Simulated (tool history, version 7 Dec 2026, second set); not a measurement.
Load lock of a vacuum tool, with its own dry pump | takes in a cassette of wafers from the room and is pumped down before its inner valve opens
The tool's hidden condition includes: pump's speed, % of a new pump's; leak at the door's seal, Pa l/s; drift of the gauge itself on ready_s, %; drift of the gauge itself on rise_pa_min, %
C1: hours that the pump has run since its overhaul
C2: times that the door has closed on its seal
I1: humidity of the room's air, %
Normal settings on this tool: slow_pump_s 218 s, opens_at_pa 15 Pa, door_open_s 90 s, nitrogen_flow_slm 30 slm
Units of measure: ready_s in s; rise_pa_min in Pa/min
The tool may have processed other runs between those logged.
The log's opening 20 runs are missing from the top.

Run 21, day 379.975: usual settings but door_open_s 121 s; C1 2664; C2 12336; I1 46.5. Result: ready_s 297.1 s, rise_pa_min 0.137 Pa/min.
Run 22, day 391.846: usual settings but opens_at_pa 19 Pa, door_open_s 121 s, nitrogen_flow_slm 12 slm; C1 2949; C2 12695; I1 43.1. Result: ready_s 295.2 s, rise_pa_min 0.154 Pa/min.
Run 23, day 411.925: usual settings but slow_pump_s 359 s, nitrogen_flow_slm 23 slm; C1 3430; C2 13301; I1 43.4. Result: ready_s 420.2 s, rise_pa_min 0.150 Pa/min.
Run 24, day 433.788: usual settings but slow_pump_s 359 s, nitrogen_flow_slm 23 slm; C1 3955; C2 13961; I1 45.6. Result: ready_s 419.1 s, rise_pa_min 0.157 Pa/min.
Run 25, day 446.842: usual settings but slow_pump_s 321 s, door_open_s 54 s, nitrogen_flow_slm 10 slm; C1 4268; C2 14355; I1 43.4. Result: ready_s 385.2 s, rise_pa_min 0.162 Pa/min.
Run 26, day 461.821: usual settings but nitrogen_flow_slm 11 slm; C1 4628; C2 14807; I1 44.3. Result: ready_s 302.0 s, rise_pa_min 0.168 Pa/min.
Run 27, day 482.479: usual settings but opens_at_pa 24 Pa, door_open_s 126 s; C1 5124; C2 15430; I1 48.2. Result: ready_s 292.4 s, rise_pa_min 0.189 Pa/min.
Run 28, day 497.496: usual settings but slow_pump_s 204 s, opens_at_pa 28 Pa, door_open_s 39 s, nitrogen_flow_slm 8 slm; C1 5484; C2 15883; I1 47.0. Result: ready_s 282.5 s, rise_pa_min 0.185 Pa/min.
Run 29, day 515.183: usual settings but slow_pump_s 204 s, opens_at_pa 28 Pa, door_open_s 39 s, nitrogen_flow_slm 8 slm; C1 5909; C2 16417; I1 47.2. Result: ready_s 279.9 s, rise_pa_min 0.189 Pa/min.
Run 30, day 540.621: usual settings but door_open_s 189 s, nitrogen_flow_slm 22 slm; C1 6519; C2 17185; I1 45.0. Result: ready_s 302.5 s, rise_pa_min 0.221 Pa/min.
Run 31, day 559.596: usual settings but door_open_s 189 s, nitrogen_flow_slm 22 slm; C1 6975; C2 17758; I1 43.4. Result: ready_s 303.5 s, rise_pa_min 0.235 Pa/min.
Run 32, day 577.246: usual settings but door_open_s 189 s, nitrogen_flow_slm 22 slm; C1 7398; C2 18290; I1 44.2. Result: ready_s 304.5 s, rise_pa_min 0.250 Pa/min.
Run 33, day 593.529: usual settings but slow_pump_s 196 s, opens_at_pa 27 Pa, door_open_s 43 s, nitrogen_flow_slm 13 slm; C1 7789; C2 18782; I1 45.3. Result: ready_s 277.5 s, rise_pa_min 0.233 Pa/min.
Run 34, day 614.821: usual settings but slow_pump_s 196 s, opens_at_pa 27 Pa, door_open_s 43 s, nitrogen_flow_slm 13 slm; C1 8300; C2 19424; I1 46.5. Result: ready_s 278.0 s, rise_pa_min 0.246 Pa/min.
Run 35, day 633.342: usual settings but slow_pump_s 196 s, opens_at_pa 11 Pa, door_open_s 43 s, nitrogen_flow_slm 7 slm; C1 8744; C2 19983; I1 46.5. Result: ready_s 287.7 s, rise_pa_min 0.265 Pa/min.
Run 36, day 646.058: usual settings but slow_pump_s 322 s, door_open_s 97 s, nitrogen_flow_slm 5 slm; C1 9050; C2 20367; I1 44.0. Result: ready_s 392.7 s, rise_pa_min 0.275 Pa/min.
Run 37, day 660.325: usual settings but slow_pump_s 290 s, opens_at_pa 21 Pa; C1 9392; C2 20798; I1 40.7. Result: ready_s 360.2 s, rise_pa_min 0.269 Pa/min.

Alternative continuations, all from the tool just after run 37; predict every row:
Run A, day 680.283: usual settings but slow_pump_s 120 s, opens_at_pa 16 Pa; C1 9871; C2 21400; I1 46.2. Result: ready_s ?, rise_pa_min ?.
Run B, day 680.283: usual settings but slow_pump_s 146 s, opens_at_pa 14 Pa, door_open_s 66 s; C1 9871; C2 21400; I1 42.5. Result: ready_s ?, rise_pa_min ?.
Run C, day 680.283: usual settings but door_open_s 34 s; C1 9871; C2 21400; I1 48.7. Result: ready_s ?, rise_pa_min ?.

run  ready_s  rise_pa_min
  A    223.1        0.292
  B    246.7        0.285
  C    306.0        0.279
Take away the tool's hidden state, keep each run's random variation, and the runs would have read:
run  ready_s  rise_pa_min
  A    212.6        0.019
  B    236.2        0.015
  C    296.9        0.011

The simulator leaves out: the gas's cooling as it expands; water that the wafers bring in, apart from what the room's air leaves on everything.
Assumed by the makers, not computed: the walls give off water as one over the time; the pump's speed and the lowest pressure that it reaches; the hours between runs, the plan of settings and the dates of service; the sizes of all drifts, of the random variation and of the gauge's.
